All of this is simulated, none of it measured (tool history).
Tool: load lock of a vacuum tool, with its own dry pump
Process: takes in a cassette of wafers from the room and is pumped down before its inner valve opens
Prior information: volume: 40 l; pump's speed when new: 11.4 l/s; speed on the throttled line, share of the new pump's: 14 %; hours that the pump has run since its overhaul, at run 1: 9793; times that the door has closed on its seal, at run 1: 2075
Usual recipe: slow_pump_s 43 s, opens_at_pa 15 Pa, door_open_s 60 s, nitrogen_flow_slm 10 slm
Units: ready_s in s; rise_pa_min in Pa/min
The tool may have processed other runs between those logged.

run	hour	slow_pump_s	opens_at_pa	door_open_s	nitrogen_flow_slm	hours that the pump has run since its overhaul	times that the door has closed on its seal	incoming humidity of the room's air, %	ready_s	rise_pa_min
1	0	43	15	60	10	9793	2075	41.8	70.3	0.05
2	108.3	43	15	137	10	9902	2193	43.5	71.5	0.075
3	280.3	43	15	137	10	10074	2381	43.5	71.9	0.075
4	437.3	43	15	60	10	10231	2552	45.6	71	0.046
5	592.1	46	15	60	10	10385	2721	44	73.8	0.048
6	758.4	43	15	60	10	10552	2903	46	71.9	0.049
7	836	43	15	60	10	10629	2988	44.7	70.6	0.053
8	980.2	43	15	60	10	10774	3145	45.1	72.1	0.05
9	1080.2	43	15	60	10	10874	3254	43.6	70.3	0.049
10	1218.1	43	15	60	10	11011	3405	42.7	71.1	0.046
11	1331.9	43	15	60	10	11125	3529	44.6	72.1	0.051
12	1476.6	43	15	60	5	11270	3687	44.8	72.2	0.064
13	1612.4	43	15	60	5	11406	3835	43.5	72.1	0.06
14	1716.3	43	15	60	4	11510	3949	43.4	71.9	0.061
15	1792.1	43	15	60	4	11585	4031	45.9	71	0.063
16	1948.3	40	16	109	40	11742	4202	43.1	68.9	0.035
17	2051.7	68	12	73	40	11845	4315	47.9	93.7	0.034
18	2149.6	43	24	149	10	11943	4422	44.6	70.3	0.079
19	2259.1	43	24	149	10	12052	4541	46.3	69.9	0.087
20	2331.3	43	15	60	33	12125	4620	44.1	71.3	0.029
21	2469.9	43	15	60	33	12263	4772	46.1	72.4	0.029
22	2550.4	43	15	60	33	12344	4859	47.9	71.4	0.031
23	2631.5	40	22	72	21	12425	4948	47.1	68.3	0.044
# hour 2646.5: dry pump taken out, an overhauled one fitted
24	2753.1	35	15	29	43	107	5074	48.1	59.2	0.022
25	2930.5	24	12	139	10	284	5268	46.3	52.2	0.082
26	3035.9	43	16	60	10	389	5383	40.9	67.3	0.052
27	3212.5	43	16	60	10	566	5576	46.2	67.2	0.056
28	3382.3	43	16	60	10	736	5761	47	67.9	0.057
29	3512.1	29	15	60	7	866	5903	48	55.1	0.064

Consider 5 possible next runs. They are alternatives, not a sequence: every one starts from the tool as it was left by run 29. What does each give?
A	3655.4	43	15	52	4	1009	6059	46.6	?	?
B	3655.4	22	15	60	18	1009	6059	43.8	?	?
C	3655.4	43	15	221	10	1009	6059	48	?	?
D	3655.4	22	15	60	25	1009	6059	45.4	?	?
E	3655.4	29	15	60	14	1009	6059	45.6	?	?

run	ready_s	rise_pa_min
A	67.8	0.06
B	49.8	0.042
C	67.7	0.105
D	50.3	0.037
E	55.6	0.047
Take away the tool's hidden state, keep each run's random variation, and the runs would have read:
run	ready_s	rise_pa_min
A	67.8	0.054
B	49.8	0.037
C	67.7	0.099
D	50.3	0.031
E	55.6	0.041

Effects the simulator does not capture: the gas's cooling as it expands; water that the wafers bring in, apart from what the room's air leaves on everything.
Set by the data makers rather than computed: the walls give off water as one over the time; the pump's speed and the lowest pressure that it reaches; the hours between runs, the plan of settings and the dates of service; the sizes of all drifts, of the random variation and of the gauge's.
